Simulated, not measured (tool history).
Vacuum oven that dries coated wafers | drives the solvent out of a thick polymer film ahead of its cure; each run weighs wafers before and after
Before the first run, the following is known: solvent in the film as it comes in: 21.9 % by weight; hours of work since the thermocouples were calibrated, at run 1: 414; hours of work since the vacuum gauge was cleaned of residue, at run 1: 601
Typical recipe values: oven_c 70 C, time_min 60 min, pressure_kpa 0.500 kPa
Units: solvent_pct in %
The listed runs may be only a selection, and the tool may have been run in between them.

run	hour	oven_c	time_min	pressure_kpa	hours of work since the thermocouples were calibrated	hours of work since the vacuum gauge was cleaned of residue	solvent_pct
1	0.0	70	60	0.500	414	601	1.89
2	36.5	70	60	0.500	442	628	1.87
3	57.4	70	60	0.500	458	644	1.88
4	92.7	70	60	0.500	485	671	1.87
5	113.5	70	60	0.500	501	687	1.88
6	151.2	70	60	0.500	530	716	1.88
7	194.6	70	60	0.500	563	749	1.88
8	220.6	61	60	0.500	583	769	6.28
9	250.9	84	60	0.500	606	792	0.11
10	271.2	84	60	0.500	621	807	0.11
11	291.7	84	60	0.500	637	823	0.11
12	324.6	84	60	0.500	662	848	0.11
13	349.8	59	60	0.500	681	867	7.45
14	381.2	70	60	0.500	705	891	1.85
15	429.5	58	34	0.259	742	928	11.25
16	454.6	75	34	0.257	761	947	2.43
17	491.1	56	53	1.616	789	975	10.35
18	518.5	56	54	1.616	810	996	10.22
19	558.6	56	54	1.616	841	1027	10.25
20	598.7	65	107	1.237	871	1057	1.72
21	647.3	61	64	0.500	908	1094	5.87
22	669.6	81	64	0.491	925	1111	0.17
23	715.5	70	85	0.500	960	1146	0.83
24	748.9	77	32	0.600	986	1172	2.05
# hour 772.2: oven's thermocouples calibrated
25	785.4	77	32	0.600	10	1198	2.05
26	827.4	77	56	0.600	42	1230	0.54
27	864.7	78	58	1.190	71	1259	0.53
28	886.7	78	58	1.190	87	1276	0.54

For some of the steps in solvent_pct from one run to the next: how much would appear even if the tool had no hidden state, given the settings, what came in and random variation, and how much remains for the hidden state plus any gauge scatter that the measured result and the result without hidden state don't share?
What the log doesn't record here: true wafer temperature over the reading, C; true pressure over the reading, kPa; drift of the gauge itself on solvent_pct, %.
Run 8 -> 9: oven_c 61 -> 84. solvent_pct -6.17 %: hidden state +0.03, all else -6.20.
Run 14 -> 15: oven_c 70 -> 58, time_min 60 -> 34, pressure_kpa 0.500 -> 0.259. solvent_pct +9.40 %: hidden state +0.00, all else +9.40.
Run 15 -> 16: oven_c 58 -> 75, pressure_kpa 0.259 -> 0.257. solvent_pct -8.82 %: hidden state +0.00, all else -8.82.
Run 21 -> 22: oven_c 61 -> 81, pressure_kpa 0.500 -> 0.491. solvent_pct -5.70 %: hidden state +0.04, all else -5.74.
